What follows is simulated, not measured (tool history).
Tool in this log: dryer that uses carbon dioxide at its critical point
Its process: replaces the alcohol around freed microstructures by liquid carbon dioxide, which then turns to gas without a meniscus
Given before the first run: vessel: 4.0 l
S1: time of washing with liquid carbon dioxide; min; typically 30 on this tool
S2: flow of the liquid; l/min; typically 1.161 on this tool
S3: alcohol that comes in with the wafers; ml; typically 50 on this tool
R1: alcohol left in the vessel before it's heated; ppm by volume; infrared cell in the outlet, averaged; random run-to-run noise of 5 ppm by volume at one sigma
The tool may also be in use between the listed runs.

run 1 day=0 | S1=30 S2=1.161 S3=50 | R1=278
run 2 day=1.283 | S1=30 S2=1.161 S3=50 | R1=287
run 3 day=3.121 | S1=30 S2=1.161 S3=53 | R1=303
-- day=3.912 purifier's bed changed
run 4 day=5.304 | S1=30 S2=1.161 S3=53 | R1=21
run 5 day=6.988 | S1=30 S2=1.161 S3=53 | R1=32
run 6 day=8.771 | S1=30 S2=1.161 S3=53 | R1=51
run 7 day=10.654 | S1=30 S2=1.161 S3=53 | R1=49
-- day=11.946 inlet filter changed
run 8 day=12.05 | S1=30 S2=1.161 S3=50 | R1=51
run 9 day=13.204 | S1=21 S2=1.161 S3=50 | R1=102
run 10 day=14.417 | S1=21 S2=1.161 S3=50 | R1=112
run 11 day=16.296 | S1=19 S2=1.161 S3=50 | R1=156
run 12 day=17.617 | S1=19 S2=1.161 S3=50 | R1=156
run 13 day=19.717 | S1=19 S2=1.161 S3=50 | R1=175
run 14 day=20.617 | S1=21 S2=1.161 S3=50 | R1=147
run 15 day=21.796 | S1=21 S2=0.83 S3=50 | R1=395
run 16 day=22.842 | S1=21 S2=0.83 S3=50 | R1=414
run 17 day=24.292 | S1=21 S2=0.83 S3=106 | R1=787
run 18 day=25.525 | S1=21 S2=0.83 S3=106 | R1=818
run 19 day=27.625 | S1=30 S2=1.161 S3=50 | R1=133
run 20 day=29.242 | S1=30 S2=1.161 S3=50 | R1=138
run 21 day=30.829 | S1=30 S2=1.161 S3=50 | R1=142
run 22 day=32.042 | S1=30 S2=1.161 S3=50 | R1=148
run 23 day=33.15 | S1=30 S2=1.161 S3=50 | R1=147
run 24 day=34.538 | S1=30 S2=1.161 S3=50 | R1=160
run 25 day=35.904 | S1=41 S2=0.73 S3=57 | R1=201
-- day=36.746 inlet filter changed
run 26 day=36.979 | S1=21 S2=1.1 S3=109 | R1=295
run 27 day=38.358 | S1=46 S2=1.77 S3=72 | R1=169
run 28 day=40.075 | S1=46 S2=1.77 S3=72 | R1=182
run 29 day=41.429 | S1=46 S2=1.77 S3=72 | R1=176
run 30 day=42.971 | S1=32 S2=1.161 S3=50 | R1=195
run 31 day=44.112 | S1=32 S2=0.89 S3=28 | R1=205
run 32 day=45.704 | S1=26 S2=1.161 S3=50 | R1=213
run 33 day=47.625 | S1=26 S2=1.161 S3=50 | R1=236
run 34 day=49.121 | S1=23 S2=1.161 S3=70 | R1=274
run 35 day=50.433 | S1=23 S2=1.161 S3=70 | R1=290
run 36 day=52.121 | S1=45 S2=1.77 S3=23 | R1=229
run 37 day=53.821 | S1=28 S2=1 S3=22 | R1=248
run 38 day=55.504 | S1=28 S2=1 S3=22 | R1=263
run 39 day=57.712 | S1=28 S2=1 S3=22 | R1=260
run 40 day=59.246 | S1=28 S2=1 S3=22 | R1=283
run 41 day=60.379 | S1=38 S2=0.88 S3=26 | R1=279
-- day=61.608 inlet filter changed
run 42 day=62.258 | S1=29 S2=1.161 S3=50 | R1=275
run 43 day=63.871 | S1=29 S2=1.161 S3=50 | R1=291
run 44 day=65.596 | S1=30 S2=0.78 S3=49 | R1=359
-- day=66.392 purifier's bed changed
run 45 day=66.917 | S1=36 S2=1.33 S3=50 | R1=13
run 46 day=68.042 | S1=19 S2=1.04 S3=88 | R1=292
run 47 day=70.225 | S1=35 S2=1.16 S3=88 | R1=25

Consider 3 possible next runs. They are alternatives, not a sequence: every one starts from the tool as it was left by run 47. What does each give?
run A day=71.404 | S1=30 S2=1.161 S3=99 | R1=?
run B day=71.404 | S1=20 S2=1.47 S3=43 | R1=?
run C day=71.404 | S1=30 S2=1.61 S3=50 | R1=?

run=A R1=44
run=B R1=49
run=C R1=27
Take away the tool's hidden state, keep each run's random variation, and the runs would have read:
run=A R1=16
run=B R1=20
run=C R1=4

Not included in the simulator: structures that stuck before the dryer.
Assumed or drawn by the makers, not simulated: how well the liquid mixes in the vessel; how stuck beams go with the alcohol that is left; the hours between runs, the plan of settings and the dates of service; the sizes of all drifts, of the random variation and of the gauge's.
